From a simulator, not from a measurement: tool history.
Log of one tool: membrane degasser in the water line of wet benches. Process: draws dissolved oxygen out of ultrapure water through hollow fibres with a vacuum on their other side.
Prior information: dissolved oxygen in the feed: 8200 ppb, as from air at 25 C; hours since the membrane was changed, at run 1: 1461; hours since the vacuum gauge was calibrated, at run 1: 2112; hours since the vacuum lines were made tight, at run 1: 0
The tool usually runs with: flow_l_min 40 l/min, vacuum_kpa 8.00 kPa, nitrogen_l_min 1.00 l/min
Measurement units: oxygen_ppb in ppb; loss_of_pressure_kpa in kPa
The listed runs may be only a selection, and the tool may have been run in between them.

| run | hour | flow_l_min | vacuum_kpa | nitrogen_l_min | hours since the membrane was changed | hours since the vacuum gauge was calibrated | hours since the vacuum lines were made tight | oxygen_ppb | loss_of_pressure_kpa |
|---|---|---|---|---|---|---|---|---|---|
| 1 | 0.0 | 40 | 8.00 | 1.00 | 1461 | 2112 | 0 | 673.5 | 44.45 |
| 2 | 87.9 | 40 | 10.54 | 1.00 | 1549 | 2200 | 88 | 852.5 | 44.52 |
| 3 | 148.7 | 40 | 10.54 | 1.00 | 1610 | 2261 | 149 | 859.9 | 44.67 |
| 4 | 238.0 | 40 | 10.54 | 1.00 | 1699 | 2350 | 238 | 848.6 | 44.73 |
| 5 | 315.2 | 40 | 10.54 | 1.00 | 1776 | 2428 | 315 | 858.5 | 44.44 |
| 6 | 417.8 | 40 | 8.00 | 1.00 | 1879 | 2530 | 418 | 695.5 | 44.59 |
| 7 | 538.0 | 40 | 8.00 | 0.59 | 1999 | 2650 | 538 | 866.5 | 44.78 |
| 8 | 608.4 | 40 | 8.00 | 1.00 | 2069 | 2721 | 608 | 666.0 | 44.52 |
| 9 | 692.6 | 40 | 8.00 | 1.00 | 2154 | 2805 | 693 | 676.1 | 44.94 |
| 10 | 756.0 | 40 | 8.00 | 1.00 | 2217 | 2868 | 756 | 662.7 | 44.53 |
| 11 | 832.0 | 40 | 8.00 | 1.00 | 2293 | 2944 | 832 | 683.9 | 44.87 |
| 12 | 885.0 | 40 | 8.00 | 1.00 | 2346 | 2997 | 885 | 699.5 | 44.58 |
| 13 | 966.1 | 40 | 8.00 | 1.00 | 2427 | 3079 | 966 | 695.3 | 44.63 |
| 14 | 1070.7 | 40 | 8.00 | 2.14 | 2532 | 3183 | 1071 | 523.0 | 44.96 |
| 15 | 1122.9 | 40 | 8.00 | 2.14 | 2584 | 3235 | 1123 | 523.4 | 44.38 |
| 16 | 1216.9 | 40 | 8.00 | 2.14 | 2678 | 3329 | 1217 | 529.3 | 44.76 |
| 17 | 1297.7 | 40 | 8.00 | 2.14 | 2759 | 3410 | 1298 | 522.2 | 44.66 |
| 18 | 1378.9 | 40 | 8.00 | 2.14 | 2840 | 3491 | 1379 | 526.8 | 44.33 |
| 19 | 1443.0 | 40 | 17.08 | 1.00 | 2904 | 3555 | 1443 | 1276.0 | 44.86 |
| 20 | 1530.6 | 55 | 7.34 | 1.00 | 2991 | 3643 | 1531 | 1039.4 | 61.95 |
|  | 1539.2 | vacuum gauge calibrated |
| 21 | 1636.2 | 55 | 7.34 | 1.00 | 3097 | 97 | 1636 | 1028.3 | 61.78 |
| 22 | 1693.2 | 32 | 8.07 | 0.97 | 3154 | 154 | 1693 | 512.4 | 35.81 |
| 23 | 1751.1 | 30 | 11.08 | 1.00 | 3211 | 212 | 1751 | 622.4 | 33.43 |
| 24 | 1829.1 | 51 | 9.31 | 1.00 | 3289 | 290 | 1829 | 1088.8 | 56.89 |
| 25 | 1901.9 | 51 | 7.93 | 0.43 | 3362 | 363 | 1901 | 1289.6 | 56.97 |
| 26 | 1983.2 | 35 | 6.42 | 1.48 | 3444 | 444 | 1983 | 403.3 | 39.12 |
|  | 2047.8 | vacuum gauge calibrated, once more |
| 27 | 2103.4 | 45 | 5.33 | 1.48 | 3563 | 56 | 2102 | 569.3 | 50.02 |
| 28 | 2158.3 | 45 | 5.33 | 1.48 | 3618 | 111 | 2157 | 563.6 | 50.42 |
| 29 | 2280.4 | 40 | 18.05 | 0.73 | 3740 | 233 | 2279 | 1579.8 | 45.00 |
| 30 | 2368.9 | 41 | 6.76 | 1.22 | 3829 | 321 | 2368 | 579.9 | 45.62 |
| 31 | 2435.9 | 41 | 19.36 | 1.22 | 3896 | 388 | 2435 | 1280.3 | 46.18 |
| 32 | 2488.6 | 41 | 19.36 | 1.22 | 3948 | 441 | 2488 | 1308.8 | 46.10 |
| 33 | 2570.1 | 41 | 19.36 | 1.22 | 4030 | 522 | 2569 | 1289.3 | 46.23 |

Here are 3 independent what-if runs from the current tool condition. What would each one return?
| A | 2684.5 | 27 | 13.09 | 2.46 | 4144 | 637 | 2684 | ? | ? |
| B | 2684.5 | 31 | 6.73 | 2.86 | 4144 | 637 | 2684 | ? | ? |
| C | 2684.5 | 40 | 13.36 | 1.00 | 4144 | 637 | 2684 | ? | ? |

| run | oxygen_ppb | loss_of_pressure_kpa |
|---|---|---|
| A | 353.1 | 30.29 |
| B | 256.7 | 34.49 |
| C | 1052.4 | 44.79 |
Without the tool's hidden state the same runs would have given:
| run | oxygen_ppb | loss_of_pressure_kpa |
|---|---|---|
| A | 345.7 | 29.91 |
| B | 247.8 | 34.05 |
| C | 1039.3 | 44.22 |
